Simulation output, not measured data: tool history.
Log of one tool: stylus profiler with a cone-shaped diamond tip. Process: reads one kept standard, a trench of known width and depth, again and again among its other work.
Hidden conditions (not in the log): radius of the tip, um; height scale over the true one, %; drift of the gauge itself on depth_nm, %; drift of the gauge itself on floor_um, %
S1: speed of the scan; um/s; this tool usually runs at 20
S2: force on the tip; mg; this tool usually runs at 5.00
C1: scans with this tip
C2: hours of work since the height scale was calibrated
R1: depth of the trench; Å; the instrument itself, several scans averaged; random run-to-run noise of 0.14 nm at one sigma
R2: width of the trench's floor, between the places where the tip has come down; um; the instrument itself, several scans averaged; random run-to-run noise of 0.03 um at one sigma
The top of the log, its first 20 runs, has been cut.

Run 21, hour 1116.2: usual settings; C1 4858; C2 232. Result: R1 5116.6 Å, R2 16.47 um.
At hour 1123.2: height scale calibrated on a step standard, once more.
Run 22, hour 1161.2: usual settings; C1 5087; C2 24. Result: R1 5114.0 Å, R2 16.47 um.
Run 23, hour 1203.7: usual settings but S1 26 um/s; C1 5306; C2 51. Result: R1 5111.8 Å, R2 16.44 um.
Run 24, hour 1244.7: usual settings but S1 67 um/s; C1 5518; C2 78. Result: R1 5111.9 Å, R2 16.28 um.
Run 25, hour 1320.8: usual settings but S1 25 um/s, S2 2.40 mg; C1 5910; C2 126. Result: R1 5068.5 Å, R2 16.33 um.
Run 26, hour 1388.4: usual settings but S1 50 um/s, S2 7.57 mg; C1 6258; C2 169. Result: R1 5146.4 Å, R2 16.31 um.
Run 27, hour 1450.3: usual settings but S1 50 um/s, S2 7.57 mg; C1 6577; C2 209. Result: R1 5148.8 Å, R2 16.27 um.
Run 28, hour 1512.8: usual settings but S1 45 um/s, S2 3.59 mg; C1 6900; C2 249. Result: R1 5092.8 Å, R2 16.20 um.
Run 29, hour 1589.2: usual settings but S1 19 um/s, S2 4.01 mg; C1 7294; C2 298. Result: R1 5101.6 Å, R2 16.25 um.
Run 30, hour 1622.9: usual settings but S1 19 um/s, S2 4.01 mg; C1 7467; C2 319. Result: R1 5097.1 Å, R2 16.26 um.
Run 31, hour 1662.9: usual settings but S1 19 um/s, S2 4.01 mg; C1 7673; C2 345. Result: R1 5101.4 Å, R2 16.24 um.
Run 32, hour 1716.9: usual settings but S1 19 um/s, S2 4.01 mg; C1 7952; C2 379. Result: R1 5101.5 Å, R2 16.17 um.
Run 33, hour 1760.1: usual settings but S1 19 um/s, S2 1.82 mg; C1 8174; C2 407. Result: R1 5060.3 Å, R2 16.19 um.
Run 34, hour 1813.4: usual settings but S1 19 um/s, S2 1.82 mg; C1 8449; C2 441. Result: R1 5061.4 Å, R2 16.13 um.
Run 35, hour 1884.3: usual settings but S1 34 um/s, S2 2.72 mg; C1 8814; C2 486. Result: R1 5078.1 Å, R2 16.01 um.
Run 36, hour 1936.6: usual settings but S1 56 um/s, S2 2.91 mg; C1 9084; C2 520. Result: R1 5083.9 Å, R2 15.96 um.
Run 37, hour 2006.4: usual settings but S1 23 um/s, S2 1.85 mg; C1 9444; C2 564. Result: R1 5060.7 Å, R2 15.98 um.
Run 38, hour 2058.5: usual settings but S1 13 um/s, S2 5.07 mg; C1 9712; C2 597. Result: R1 5117.7 Å, R2 16.07 um.
At hour 2102.1: new tip fitted, height scale calibrated.
Run 39, hour 2119.6: usual settings but S1 79 um/s, S2 6.57 mg; C1 90; C2 11. Result: R1 5130.3 Å, R2 16.84 um.
Run 40, hour 2180.8: usual settings but S1 79 um/s, S2 5.82 mg; C1 406; C2 50. Result: R1 5122.6 Å, R2 16.73 um.
Run 41, hour 2223.1: usual settings but S1 69 um/s, S2 3.58 mg; C1 623; C2 77. Result: R1 5089.0 Å, R2 16.76 um.

Predict the results of run 42:
Run 42, hour 2261.5: usual settings but S1 69 um/s, S2 3.58 mg; C1 822; C2 102. Result: R1 ?, R2 ?.

R1: 5089.0 Å
R2: 16.73 um
With no hidden state in the tool, this same run would have given R1 5088.6 Å, R2 16.83 um.

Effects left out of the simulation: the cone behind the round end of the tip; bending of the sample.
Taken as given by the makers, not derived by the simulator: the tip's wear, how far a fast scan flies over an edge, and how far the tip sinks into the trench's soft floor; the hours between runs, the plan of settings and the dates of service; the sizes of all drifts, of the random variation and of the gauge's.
